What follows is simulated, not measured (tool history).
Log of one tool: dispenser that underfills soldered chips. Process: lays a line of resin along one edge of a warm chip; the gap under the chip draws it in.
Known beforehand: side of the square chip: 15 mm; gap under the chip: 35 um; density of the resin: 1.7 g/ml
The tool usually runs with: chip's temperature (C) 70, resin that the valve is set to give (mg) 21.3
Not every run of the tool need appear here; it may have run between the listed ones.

run,hour,chip's temperature (C),resin that the valve is set to give (mg),time until the resin shows at the far edge (s),resin that the valve gave (mg)
1,0,70,21.3,328,21.03
# hour 1.9: new syringe of resin
2,12.3,70,21.3,260.7,21.05
# hour 18: new syringe of resin
3,25.8,70,21.3,229.1,20.75
# hour 34.8: new syringe of resin
4,34.8,70,21.3,140.2,20.69
5,47.9,70,26,306.9,25.09
# hour 51: new syringe of resin
6,60.5,70,26,248.7,24.83
# hour 67.1: new syringe of resin
7,67.9,70,20.5,150.9,19.31
# hour 77.3: dispensing valve cleaned and set on the balance
8,82.2,70,20.5,317.4,20.35
# hour 84.6: new syringe of resin
9,92.9,70,20.5,232.7,20.26
# hour 100.8: new syringe of resin
10,100.8,70,20.5,141.4,20.15
11,110.4,70,20.5,249,19.85
# hour 117.5: new syringe of resin
12,122.2,70,20.5,195,19.74
# hour 134: new syringe of resin
13,136.7,70,21.3,171.7,20.6
14,147.5,70,21.3,321.2,20.34
# hour 150: new syringe of resin
15,159.2,70,21.3,243,20.25
# hour 165: dispensing valve cleaned and set on the balance
# hour 167.4: new syringe of resin
16,172.3,70,21.3,191.9,21.41
17,180.8,70,26.9,311.1,26.75
# hour 184.2: new syringe of resin
18,187.8,77,26.6,134.2,26.42
19,196.4,77,26.6,224.4,26.14
# hour 200.8: new syringe of resin
20,205.4,56,22.3,341.8,22
21,212.5,69,22.8,303,22.28
# hour 217.4: new syringe of resin
22,220.7,77,18.7,138.2,18.15
23,232.1,77,18.7,273.7,17.72
# hour 233.9: new syringe of resin
24,239.3,66,18.7,239.8,18.05
# hour 250.3: new syringe of resin
25,250.4,66,19.6,172.2,18.48
# hour 253: dispensing valve cleaned and set on the balance
26,264.9,66,19.6,380.5,19.3
# hour 267.3: new syringe of resin
27,274.8,74,25.4,194.1,25.11
# hour 283.4: new syringe of resin
28,287.9,74,25.4,163,24.56
# hour 299.4: new syringe of resin
29,299.4,84,26,84.7,25.15
30,312,82,20.4,198.4,19.68
# hour 315.7: new syringe of resin
31,321.4,82,20.4,127.7,19.43
32,331.1,82,18.4,237.9,17.38
# hour 332.7: new syringe of resin
33,339.1,78,27.3,159.1,25.8
# hour 341.3: dispensing valve cleaned and set on the balance
# hour 349.8: new syringe of resin
34,353.2,66,21.5,211.9,21.29

Consider 5 possible next runs. They are alternatives, not a sequence: every one starts from the tool as it was left by run 34. What does each give?
A,362.6,75,21.3,?,?
B,362.6,60,21.3,?,?
C,362.6,58,24.3,?,?
D,362.6,66,19.8,?,?
E,362.6,57,21.3,?,?

run,time until the resin shows at the far edge (s),resin that the valve gave (mg)
A,263.1,20.95
B,481.9,21.03
C,508.3,23.87
D,369.7,19.73
E,542,21.05
Stripped of hidden state, with their random variation kept, the same runs would have yielded:
run,time until the resin shows at the far edge (s),resin that the valve gave (mg)
A,112.8,21.24
B,205.9,21.32
C,217,24.2
D,158,19.99
E,231.3,21.33
